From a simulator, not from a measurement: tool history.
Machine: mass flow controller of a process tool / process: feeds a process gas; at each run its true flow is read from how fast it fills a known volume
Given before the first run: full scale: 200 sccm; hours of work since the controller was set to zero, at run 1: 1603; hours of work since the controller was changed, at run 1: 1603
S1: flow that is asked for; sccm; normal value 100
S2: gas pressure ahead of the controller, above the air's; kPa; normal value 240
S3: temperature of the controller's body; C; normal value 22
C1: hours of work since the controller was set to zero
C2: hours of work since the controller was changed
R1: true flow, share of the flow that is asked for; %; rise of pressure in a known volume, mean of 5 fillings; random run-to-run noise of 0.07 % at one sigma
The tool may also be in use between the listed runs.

Run 1, hour 0: usual settings; C1 1603; C2 1603. Result: R1 98.37 %.
Run 2, hour 386.3: usual settings; C1 1748; C2 1748. Result: R1 98.42 %.
Run 3, hour 701.2: usual settings; C1 1867; C2 1867. Result: R1 98.5 %.
Run 4, hour 1042.2: usual settings but S1 61 sccm; C1 1996; C2 1996. Result: R1 98.2 %.
Run 5, hour 1281.9: usual settings but S1 61 sccm; C1 2086; C2 2086. Result: R1 98.31 %.
Run 6, hour 1563.9: usual settings; C1 2193; C2 2193. Result: R1 98.51 %.
Run 7, hour 1918.3: usual settings; C1 2327; C2 2327. Result: R1 98.55 %.
Run 8, hour 2282.7: usual settings; C1 2464; C2 2464. Result: R1 98.61 %.
Run 9, hour 2590: usual settings; C1 2580; C2 2580. Result: R1 98.61 %.
Run 10, hour 2910.3: usual settings; C1 2701; C2 2701. Result: R1 98.49 %.
Run 11, hour 3286.5: usual settings; C1 2843; C2 2843. Result: R1 98.54 %.
Run 12, hour 3449.9: usual settings but S3 31 C; C1 2905; C2 2905. Result: R1 99.14 %.
Run 13, hour 3610.2: usual settings; C1 2965; C2 2965. Result: R1 98.68 %.
Run 14, hour 3788.6: usual settings; C1 3033; C2 3033. Result: R1 98.62 %.
Run 15, hour 4168.5: usual settings; C1 3176; C2 3176. Result: R1 98.67 %.
Run 16, hour 4358.2: usual settings but S2 263 kPa; C1 3248; C2 3248. Result: R1 98.65 %.
Run 17, hour 4563.1: usual settings but S3 21 C; C1 3325; C2 3325. Result: R1 98.51 %.
Run 18, hour 4837.7: usual settings but S1 20 sccm; C1 3429; C2 3429. Result: R1 101.23 %.
Run 19, hour 5089.8: usual settings but S1 20 sccm; C1 3524; C2 3524. Result: R1 101.41 %.
Run 20, hour 5305.1: usual settings but S1 150 sccm, S3 35 C; C1 3605; C2 3605. Result: R1 99.7 %.
Run 21, hour 5681.1: usual settings but S1 43 sccm, S2 277 kPa, S3 36 C; C1 3747; C2 3747. Result: R1 99.83 %.
Run 22, hour 6072.4: usual settings but S1 43 sccm, S2 277 kPa, S3 36 C; C1 3895; C2 3895. Result: R1 100.12 %.
Run 23, hour 6306.5: usual settings but S2 238 kPa, S3 26 C; C1 3983; C2 3983. Result: R1 98.86 %.
Run 24, hour 6490.7: usual settings but S2 238 kPa, S3 26 C; C1 4053; C2 4053. Result: R1 98.87 %.
Run 25, hour 6846.4: usual settings but S2 238 kPa, S3 26 C; C1 4187; C2 4187. Result: R1 98.97 %.
Run 26, hour 7026: usual settings but S1 29 sccm, S2 174 kPa, S3 29 C; C1 4255; C2 4255. Result: R1 100.76 %.
Run 27, hour 7301.6: usual settings but S1 29 sccm, S2 174 kPa, S3 25 C; C1 4359; C2 4359. Result: R1 100.73 %.
Run 28, hour 7497.8: usual settings but S1 29 sccm, S2 174 kPa, S3 25 C; C1 4433; C2 4433. Result: R1 100.82 %.
Run 29, hour 7811.8: usual settings but S1 165 sccm, S2 158 kPa; C1 4551; C2 4551. Result: R1 99.08 %.
Run 30, hour 8034: usual settings but S1 24 sccm, S3 23 C; C1 4635; C2 4635. Result: R1 101.81 %.
Run 31, hour 8240.9: usual settings but S1 54 sccm, S3 35 C; C1 4713; C2 4713. Result: R1 99.94 %.
Run 32, hour 8634.3: usual settings but S1 52 sccm, S2 217 kPa, S3 20 C; C1 4862; C2 4862. Result: R1 99.06 %.
Run 33, hour 9011.5: usual settings but S1 52 sccm, S2 217 kPa, S3 20 C; C1 5004; C2 5004. Result: R1 99.3 %.

Below, each run's measurement less what the same run would have read without the hidden state. Both values contain the same run-to-run variation, but the gauge's scatter may not be the same in both:
What the log doesn't record here: flow at rest that the sensor doesn't see, % of full scale; true flow over the shown one, %; drift of the gauge itself on true_pct, %.
run     R1
  1  +0.11
  2  +0.13
  3  +0.14
  4  +0.51
  5  +0.54
  6  +0.17
  7  +0.18
  8  +0.19
  9  +0.21
 10  +0.21
 11  +0.23
 12  +0.24
 13  +0.25
 14  +0.25
 15  +0.27
 16  +0.27
 17  +0.27
 18  +4.19
 19  +4.31
 20  -0.03
 21  +1.73
 22   +1.8
 23  +0.33
 24  +0.34
 25  +0.35
 26  +3.33
 27  +3.41
 28  +3.47
 29  -0.12
 30  +4.57
 31  +1.55
 32  +1.69
 33  +1.75

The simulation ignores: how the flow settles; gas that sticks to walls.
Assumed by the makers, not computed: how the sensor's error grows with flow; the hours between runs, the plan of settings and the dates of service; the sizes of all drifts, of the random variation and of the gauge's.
